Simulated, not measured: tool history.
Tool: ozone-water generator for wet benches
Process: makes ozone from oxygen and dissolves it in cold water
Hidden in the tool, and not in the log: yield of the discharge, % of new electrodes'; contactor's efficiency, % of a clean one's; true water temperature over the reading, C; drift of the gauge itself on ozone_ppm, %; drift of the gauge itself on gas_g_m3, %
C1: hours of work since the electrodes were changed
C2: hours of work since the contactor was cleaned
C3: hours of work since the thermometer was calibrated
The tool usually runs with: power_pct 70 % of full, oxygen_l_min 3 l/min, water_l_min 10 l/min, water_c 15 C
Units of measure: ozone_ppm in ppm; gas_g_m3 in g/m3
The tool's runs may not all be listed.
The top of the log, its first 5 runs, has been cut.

run 6 hour=399.5 | power_pct=68 oxygen_l_min=3 water_l_min=10 water_c=15 | C1=1402 C2=1264 C3=1543 | ozone_ppm=24 gas_g_m3=178.3
run 7 hour=506.7 | power_pct=68 oxygen_l_min=3 water_l_min=10 water_c=15 | C1=1494 C2=1356 C3=1634 | ozone_ppm=23.4 gas_g_m3=179.2
run 8 hour=589.5 | power_pct=68 oxygen_l_min=3 water_l_min=10 water_c=15 | C1=1565 C2=1427 C3=1705 | ozone_ppm=23.6 gas_g_m3=177.6
run 9 hour=678.8 | power_pct=68 oxygen_l_min=3 water_l_min=10 water_c=15 | C1=1641 C2=1503 C3=1782 | ozone_ppm=23.8 gas_g_m3=179.1
run 10 hour=791.7 | power_pct=70 oxygen_l_min=3 water_l_min=6 water_c=15 | C1=1738 C2=1600 C3=1879 | ozone_ppm=32.2 gas_g_m3=179.6
run 11 hour=856.4 | power_pct=70 oxygen_l_min=3 water_l_min=10 water_c=15 | C1=1793 C2=1656 C3=1934 | ozone_ppm=23.6 gas_g_m3=181.1
run 12 hour=937.5 | power_pct=70 oxygen_l_min=3 water_l_min=10 water_c=15 | C1=1863 C2=1725 C3=2003 | ozone_ppm=23.4 gas_g_m3=180.1
run 13 hour=1050.1 | power_pct=70 oxygen_l_min=3 water_l_min=10 water_c=15 | C1=1959 C2=1822 C3=2100 | ozone_ppm=23.4 gas_g_m3=178.7
run 14 hour=1130.2 | power_pct=70 oxygen_l_min=3 water_l_min=10 water_c=15 | C1=2028 C2=1890 C3=2168 | ozone_ppm=23.5 gas_g_m3=179.8
run 15 hour=1187.2 | power_pct=70 oxygen_l_min=3 water_l_min=10 water_c=15 | C1=2077 C2=1939 C3=2217 | ozone_ppm=23.1 gas_g_m3=178.7
run 16 hour=1236.5 | power_pct=70 oxygen_l_min=3 water_l_min=10 water_c=15 | C1=2119 C2=1981 C3=2259 | ozone_ppm=23.4 gas_g_m3=176.2
run 17 hour=1331.6 | power_pct=70 oxygen_l_min=3 water_l_min=10 water_c=15 | C1=2200 C2=2063 C3=2341 | ozone_ppm=23.2 gas_g_m3=179
run 18 hour=1437.8 | power_pct=78 oxygen_l_min=1.77 water_l_min=10 water_c=10 | C1=2291 C2=2154 C3=2432 | ozone_ppm=27.7 gas_g_m3=276.5
run 19 hour=1537.7 | power_pct=64 oxygen_l_min=1.76 water_l_min=12 water_c=8 | C1=2377 C2=2239 C3=2517 | ozone_ppm=21 gas_g_m3=242.1
run 20 hour=1595 | power_pct=64 oxygen_l_min=1.76 water_l_min=12 water_c=8 | C1=2426 C2=2288 C3=2567 | ozone_ppm=21.2 gas_g_m3=242.3
run 21 hour=1648.1 | power_pct=88 oxygen_l_min=2.71 water_l_min=9 water_c=17 | C1=2471 C2=2334 C3=2612 | ozone_ppm=28.2 gas_g_m3=218.6
run 22 hour=1708.1 | power_pct=70 oxygen_l_min=1.74 water_l_min=14 water_c=15 | C1=2523 C2=2385 C3=2663 | ozone_ppm=18.3 gas_g_m3=259.6
run 23 hour=1763.7 | power_pct=87 oxygen_l_min=3 water_l_min=14 water_c=8 | C1=2570 C2=2433 C3=2711 | ozone_ppm=22.6 gas_g_m3=202
run 24 hour=1877.4 | power_pct=70 oxygen_l_min=4.96 water_l_min=6 water_c=15 | C1=2668 C2=2530 C3=2808 | ozone_ppm=25.7 gas_g_m3=124.9
run 25 hour=1931 | power_pct=45 oxygen_l_min=4.43 water_l_min=6 water_c=14 | C1=2714 C2=2576 C3=2854 | ozone_ppm=21.1 gas_g_m3=101.9
run 26 hour=2004.4 | power_pct=70 oxygen_l_min=3 water_l_min=10 water_c=16 | C1=2777 C2=2639 C3=2917 | ozone_ppm=22.6 gas_g_m3=173.1

Estimate the outcome of run 27 from the log above:
run 27 hour=2056.9 | power_pct=70 oxygen_l_min=3 water_l_min=7 water_c=16 | C1=2822 C2=2684 C3=2962 | ozone_ppm=? gas_g_m3=?

ozone_ppm: 27.5 ppm
gas_g_m3: 174.1 g/m3
The same run, on a tool lacking any hidden state, would have yielded ozone_ppm 31.1 ppm, gas_g_m3 190.1 g/m3.
